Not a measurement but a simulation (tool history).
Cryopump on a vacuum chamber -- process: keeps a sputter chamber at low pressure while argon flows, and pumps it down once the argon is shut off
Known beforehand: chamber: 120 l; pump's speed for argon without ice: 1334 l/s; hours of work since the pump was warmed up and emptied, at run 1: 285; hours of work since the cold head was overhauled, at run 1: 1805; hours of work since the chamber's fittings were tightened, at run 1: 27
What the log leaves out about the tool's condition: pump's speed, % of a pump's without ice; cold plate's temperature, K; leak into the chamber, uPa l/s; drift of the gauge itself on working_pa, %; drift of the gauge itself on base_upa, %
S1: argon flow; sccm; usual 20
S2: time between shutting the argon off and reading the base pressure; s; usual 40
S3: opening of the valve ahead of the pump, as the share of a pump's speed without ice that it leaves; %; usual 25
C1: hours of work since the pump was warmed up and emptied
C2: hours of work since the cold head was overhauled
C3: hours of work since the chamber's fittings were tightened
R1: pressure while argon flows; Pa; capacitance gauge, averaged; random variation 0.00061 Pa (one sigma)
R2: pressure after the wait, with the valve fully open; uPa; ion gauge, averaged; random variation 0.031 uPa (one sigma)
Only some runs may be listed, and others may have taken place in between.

{"run": 1, "day": 0.0, "S1": 20, "S2": 40, "S3": 25, "C1": 285, "C2": 1805, "C3": 27, "R1": 0.1057, "R2": 1.65}
{"run": 2, "day": 2.221, "S1": 20, "S2": 40, "S3": 25, "C1": 309, "C2": 1828, "C3": 51, "R1": 0.1061, "R2": 1.75}
{"day": 5.562, "done": "pump warmed up, emptied and cooled again"}
{"run": 3, "day": 5.562, "S1": 20, "S2": 49, "S3": 25, "C1": 0, "C2": 1862, "C3": 85, "R1": 0.1011, "R2": 1.48}
{"run": 4, "day": 8.992, "S1": 20, "S2": 49, "S3": 25, "C1": 37, "C2": 1899, "C3": 121, "R1": 0.102, "R2": 1.46}
{"run": 5, "day": 12.904, "S1": 20, "S2": 40, "S3": 25, "C1": 79, "C2": 1941, "C3": 163, "R1": 0.1025, "R2": 1.84}
{"run": 6, "day": 15.817, "S1": 13, "S2": 40, "S3": 25, "C1": 110, "C2": 1972, "C3": 195, "R1": 0.0681, "R2": 1.91}
{"run": 7, "day": 18.354, "S1": 12, "S2": 40, "S3": 25, "C1": 137, "C2": 1999, "C3": 222, "R1": 0.0622, "R2": 1.94}
{"run": 8, "day": 22.738, "S1": 12, "S2": 40, "S3": 25, "C1": 184, "C2": 2046, "C3": 269, "R1": 0.0629, "R2": 2.08}
{"run": 9, "day": 27.292, "S1": 12, "S2": 27, "S3": 25, "C1": 233, "C2": 2095, "C3": 318, "R1": 0.063, "R2": 2.83}
{"run": 10, "day": 30.75, "S1": 20, "S2": 40, "S3": 52, "C1": 270, "C2": 2132, "C3": 355, "R1": 0.0531, "R2": 2.24}
{"run": 11, "day": 32.8, "S1": 20, "S2": 40, "S3": 25, "C1": 292, "C2": 2154, "C3": 377, "R1": 0.106, "R2": 2.23}
{"run": 12, "day": 36.7, "S1": 20, "S2": 40, "S3": 25, "C1": 334, "C2": 2196, "C3": 418, "R1": 0.1064, "R2": 2.32}
{"day": 37.808, "done": "pump warmed up, emptied and cooled again"}
{"run": 13, "day": 40.742, "S1": 20, "S2": 40, "S3": 25, "C1": 31, "C2": 2237, "C3": 460, "R1": 0.1025, "R2": 2.33}
{"run": 14, "day": 42.95, "S1": 15, "S2": 104, "S3": 42, "C1": 55, "C2": 2261, "C3": 483, "R1": 0.0465, "R2": 1.43}
{"run": 15, "day": 46.788, "S1": 15, "S2": 104, "S3": 42, "C1": 96, "C2": 2302, "C3": 524, "R1": 0.0472, "R2": 1.57}
{"run": 16, "day": 49.508, "S1": 17, "S2": 104, "S3": 25, "C1": 125, "C2": 2331, "C3": 553, "R1": 0.0884, "R2": 1.65}
{"run": 17, "day": 52.183, "S1": 17, "S2": 104, "S3": 25, "C1": 154, "C2": 2359, "C3": 582, "R1": 0.0881, "R2": 1.69}
{"run": 18, "day": 55.546, "S1": 28, "S2": 75, "S3": 25, "C1": 190, "C2": 2396, "C3": 618, "R1": 0.1464, "R2": 1.99}
{"run": 19, "day": 59.117, "S1": 28, "S2": 75, "S3": 25, "C1": 228, "C2": 2434, "C3": 656, "R1": 0.1464, "R2": 2.1}
{"run": 20, "day": 62.838, "S1": 28, "S2": 75, "S3": 25, "C1": 268, "C2": 2474, "C3": 696, "R1": 0.1471, "R2": 2.15}
{"run": 21, "day": 65.567, "S1": 28, "S2": 32, "S3": 45, "C1": 298, "C2": 2503, "C3": 726, "R1": 0.0849, "R2": 3.31}
{"run": 22, "day": 68.396, "S1": 16, "S2": 39, "S3": 36, "C1": 328, "C2": 2533, "C3": 756, "R1": 0.0604, "R2": 2.93}
{"day": 69.917, "done": "pump warmed up, emptied and cooled again"}
{"run": 23, "day": 70.546, "S1": 13, "S2": 23, "S3": 17, "C1": 7, "C2": 2554, "C3": 777, "R1": 0.0976, "R2": 3.9}

Below are 4 alternative next runs, each starting from the tool's condition after run 23. Predict each:
{"run": "A", "day": 74.571, "S1": 20, "S2": 26, "S3": 25, "C1": 50, "C2": 2597, "C3": 820, "R1": "?", "R2": "?"}
{"run": "B", "day": 74.571, "S1": 8, "S2": 115, "S3": 29, "C1": 50, "C2": 2597, "C3": 820, "R1": "?", "R2": "?"}
{"run": "C", "day": 74.571, "S1": 31, "S2": 120, "S3": 31, "C1": 50, "C2": 2597, "C3": 820, "R1": "?", "R2": "?"}
{"run": "D", "day": 74.571, "S1": 19, "S2": 125, "S3": 16, "C1": 50, "C2": 2597, "C3": 820, "R1": "?", "R2": "?"}

run=A R1=0.102 R2=3.65
run=B R1=0.0353 R2=1.93
run=C R1=0.1297 R2=1.94
run=D R1=0.1515 R2=1.88
The same runs, with their run-to-run variation unchanged, on a tool lacking any hidden condition would have given:
run=A R1=0.1007 R2=2.41
run=B R1=0.0348 R2=0.68
run=C R1=0.1278 R2=0.72
run=D R1=0.1503 R2=0.67
